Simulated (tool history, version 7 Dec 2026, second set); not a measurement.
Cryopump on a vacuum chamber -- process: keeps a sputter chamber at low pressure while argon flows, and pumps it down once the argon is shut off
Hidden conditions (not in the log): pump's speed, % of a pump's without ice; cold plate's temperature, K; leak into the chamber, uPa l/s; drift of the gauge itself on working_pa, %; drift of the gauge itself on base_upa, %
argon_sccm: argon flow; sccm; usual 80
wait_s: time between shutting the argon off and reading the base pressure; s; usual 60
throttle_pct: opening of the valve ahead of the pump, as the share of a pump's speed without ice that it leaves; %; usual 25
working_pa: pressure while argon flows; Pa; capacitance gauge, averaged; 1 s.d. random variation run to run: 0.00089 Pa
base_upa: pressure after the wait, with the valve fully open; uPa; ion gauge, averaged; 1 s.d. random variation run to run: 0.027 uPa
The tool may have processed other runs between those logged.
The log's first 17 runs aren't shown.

| run | hour | argon_sccm | wait_s | throttle_pct | hours of work since the pump was warmed up and emptied | hours of work since the cold head was overhauled | hours of work since the chamber's fittings were tightened | working_pa | base_upa |
|---|---|---|---|---|---|---|---|---|---|
| 18 | 273.2 | 32 | 29 | 50 | 674 | 674 | 1045 | 0.0674 | 3.17 |
| 19 | 289.1 | 90 | 209 | 51 | 687 | 687 | 1058 | 0.1851 | 1.31 |
| 20 | 305.5 | 58 | 60 | 33 | 701 | 701 | 1072 | 0.1806 | 2.06 |
| 21 | 320.9 | 67 | 60 | 26 | 714 | 714 | 1085 | 0.2622 | 2.09 |
| 22 | 337.6 | 67 | 60 | 26 | 728 | 728 | 1099 | 0.2626 | 2.14 |
| 23 | 348.0 | 142 | 120 | 20 | 737 | 737 | 1108 | 0.7200 | 1.62 |
| 24 | 363.0 | 80 | 60 | 27 | 750 | 750 | 1121 | 0.3037 | 2.04 |
| 25 | 379.0 | 88 | 139 | 26 | 763 | 763 | 1134 | 0.3460 | 1.54 |
| 26 | 394.7 | 80 | 33 | 36 | 777 | 777 | 1148 | 0.2312 | 3.07 |
| 27 | 414.4 | 90 | 159 | 22 | 793 | 793 | 1164 | 0.4150 | 1.51 |
| 28 | 423.9 | 43 | 38 | 25 | 801 | 801 | 1172 | 0.1766 | 2.71 |
| 29 | 443.6 | 153 | 196 | 25 | 818 | 818 | 1189 | 0.6231 | 1.47 |
| 30 | 456.6 | 58 | 33 | 25 | 829 | 829 | 1200 | 0.2378 | 3.09 |
|  | 463.3 | pump warmed up, emptied and cooled again |
| 31 | 473.5 | 58 | 33 | 25 | 9 | 839 | 1210 | 0.2291 | 2.87 |
| 32 | 493.3 | 121 | 30 | 18 | 25 | 856 | 1227 | 0.6646 | 3.14 |
| 33 | 505.7 | 64 | 25 | 29 | 36 | 866 | 1237 | 0.2184 | 3.55 |
| 34 | 514.3 | 65 | 167 | 34 | 43 | 874 | 1244 | 0.1897 | 1.43 |

Alternative continuations, all from the tool just after run 34; predict every row:
| A | 531.4 | 80 | 170 | 41 | 58 | 888 | 1259 | ? | ? |
| B | 531.4 | 76 | 242 | 35 | 58 | 888 | 1259 | ? | ? |
| C | 531.4 | 65 | 100 | 34 | 58 | 888 | 1259 | ? | ? |

| run | working_pa | base_upa |
|---|---|---|
| A | 0.1929 | 1.43 |
| B | 0.2153 | 1.29 |
| C | 0.1891 | 1.69 |
Without the tool's hidden state the same runs would have given:
| run | working_pa | base_upa |
|---|---|---|
| A | 0.1914 | 0.56 |
| B | 0.2139 | 0.42 |
| C | 0.1878 | 0.82 |

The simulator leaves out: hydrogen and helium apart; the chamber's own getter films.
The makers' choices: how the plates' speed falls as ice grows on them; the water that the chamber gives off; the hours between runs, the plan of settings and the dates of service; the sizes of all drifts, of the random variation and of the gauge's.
